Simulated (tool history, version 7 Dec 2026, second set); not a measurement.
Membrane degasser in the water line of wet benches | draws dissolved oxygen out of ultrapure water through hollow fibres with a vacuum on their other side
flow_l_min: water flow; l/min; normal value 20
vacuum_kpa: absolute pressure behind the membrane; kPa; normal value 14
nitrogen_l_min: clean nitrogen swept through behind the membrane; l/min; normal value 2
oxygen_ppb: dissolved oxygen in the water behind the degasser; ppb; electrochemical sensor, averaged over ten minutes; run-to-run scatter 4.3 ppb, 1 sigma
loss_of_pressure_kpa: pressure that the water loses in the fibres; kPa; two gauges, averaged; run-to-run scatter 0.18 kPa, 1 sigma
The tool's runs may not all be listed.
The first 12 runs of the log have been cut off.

Run 13, hour 396: usual settings. Result: oxygen_ppb 442.7 ppb, loss_of_pressure_kpa 33.05 kPa.
Run 14, hour 422.9: usual settings. Result: oxygen_ppb 447.4 ppb, loss_of_pressure_kpa 33.57 kPa.
Run 15, hour 458: usual settings. Result: oxygen_ppb 445.9 ppb, loss_of_pressure_kpa 33.41 kPa.
Run 16, hour 507.3: usual settings. Result: oxygen_ppb 450.2 ppb, loss_of_pressure_kpa 33.22 kPa.
Run 17, hour 545.9: usual settings. Result: oxygen_ppb 454.1 ppb, loss_of_pressure_kpa 33.56 kPa.
Run 18, hour 592.5: usual settings. Result: oxygen_ppb 444.2 ppb, loss_of_pressure_kpa 33.1 kPa.
Run 19, hour 618: usual settings. Result: oxygen_ppb 455.7 ppb, loss_of_pressure_kpa 33.48 kPa.
Run 20, hour 638.6: usual settings but vacuum_kpa 29.1 kPa, nitrogen_l_min 3.15 l/min. Result: oxygen_ppb 584.6 ppb, loss_of_pressure_kpa 33.12 kPa.
Run 21, hour 659.6: usual settings but flow_l_min 28 l/min, vacuum_kpa 13.5 kPa, nitrogen_l_min 1.73 l/min. Result: oxygen_ppb 751.6 ppb, loss_of_pressure_kpa 46.64 kPa.
At hour 679.9: vacuum gauge calibrated.
Run 22, hour 698.8: usual settings but flow_l_min 30 l/min, vacuum_kpa 14.8 kPa, nitrogen_l_min 3.15 l/min. Result: oxygen_ppb 693.1 ppb, loss_of_pressure_kpa 50.14 kPa.
Run 23, hour 742.9: usual settings but flow_l_min 18 l/min, vacuum_kpa 13.6 kPa, nitrogen_l_min 3.53 l/min. Result: oxygen_ppb 282.7 ppb, loss_of_pressure_kpa 30.41 kPa.
Run 24, hour 766.1: usual settings but flow_l_min 18 l/min, vacuum_kpa 15.5 kPa, nitrogen_l_min 3.53 l/min. Result: oxygen_ppb 310 ppb, loss_of_pressure_kpa 30.03 kPa.
Run 25, hour 802.8: usual settings but flow_l_min 18 l/min, vacuum_kpa 13.5 kPa. Result: oxygen_ppb 371.6 ppb, loss_of_pressure_kpa 29.95 kPa.
Run 26, hour 830.1: usual settings but flow_l_min 22 l/min, vacuum_kpa 30.3 kPa. Result: oxygen_ppb 887.9 ppb, loss_of_pressure_kpa 36.77 kPa.
Run 27, hour 856.9: usual settings but flow_l_min 21 l/min, vacuum_kpa 12.6 kPa, nitrogen_l_min 3.66 l/min. Result: oxygen_ppb 354.3 ppb, loss_of_pressure_kpa 35.16 kPa.
Run 28, hour 887.1: usual settings but flow_l_min 23 l/min, vacuum_kpa 28.2 kPa, nitrogen_l_min 3.66 l/min. Result: oxygen_ppb 617.4 ppb, loss_of_pressure_kpa 38.37 kPa.
Run 29, hour 918.9: usual settings but flow_l_min 15 l/min, vacuum_kpa 8.5 kPa, nitrogen_l_min 1.73 l/min. Result: oxygen_ppb 211.3 ppb, loss_of_pressure_kpa 25.09 kPa.
Run 30, hour 940.7: usual settings but flow_l_min 15 l/min, vacuum_kpa 8.5 kPa, nitrogen_l_min 5.14 l/min. Result: oxygen_ppb 140 ppb, loss_of_pressure_kpa 25 kPa.
Run 31, hour 968.3: usual settings but flow_l_min 15 l/min, vacuum_kpa 8.5 kPa, nitrogen_l_min 1.36 l/min. Result: oxygen_ppb 235.1 ppb, loss_of_pressure_kpa 25.19 kPa.
Run 32, hour 1000.4: usual settings but flow_l_min 22 l/min, vacuum_kpa 11.7 kPa, nitrogen_l_min 3.04 l/min. Result: oxygen_ppb 389.8 ppb, loss_of_pressure_kpa 36.59 kPa.

Branching from run 32: 4 alternative next runs. What would each branch give?
Run A, hour 1039.9: usual settings but flow_l_min 22 l/min, vacuum_kpa 25.2 kPa, nitrogen_l_min 3.04 l/min. Result: oxygen_ppb ?, loss_of_pressure_kpa ?.
Run B, hour 1039.9: usual settings but flow_l_min 12 l/min, vacuum_kpa 11.7 kPa, nitrogen_l_min 3.04 l/min. Result: oxygen_ppb ?, loss_of_pressure_kpa ?.
Run C, hour 1039.9: usual settings but vacuum_kpa 29.7 kPa, nitrogen_l_min 4.86 l/min. Result: oxygen_ppb ?, loss_of_pressure_kpa ?.
Run D, hour 1039.9: usual settings but flow_l_min 14 l/min, vacuum_kpa 11.7 kPa, nitrogen_l_min 3.04 l/min. Result: oxygen_ppb ?, loss_of_pressure_kpa ?.

run  oxygen_ppb  loss_of_pressure_kpa
  A       607.3                  36.7
  B       135.5                 20.19
  C         456                  33.6
  D       179.7                 23.41
Stripped of hidden state, with their random variation kept, the same runs would have yielded:
run  oxygen_ppb  loss_of_pressure_kpa
  A       581.7                 36.11
  B       125.8                 19.87
  C       433.9                 33.05
  D       168.2                 23.03
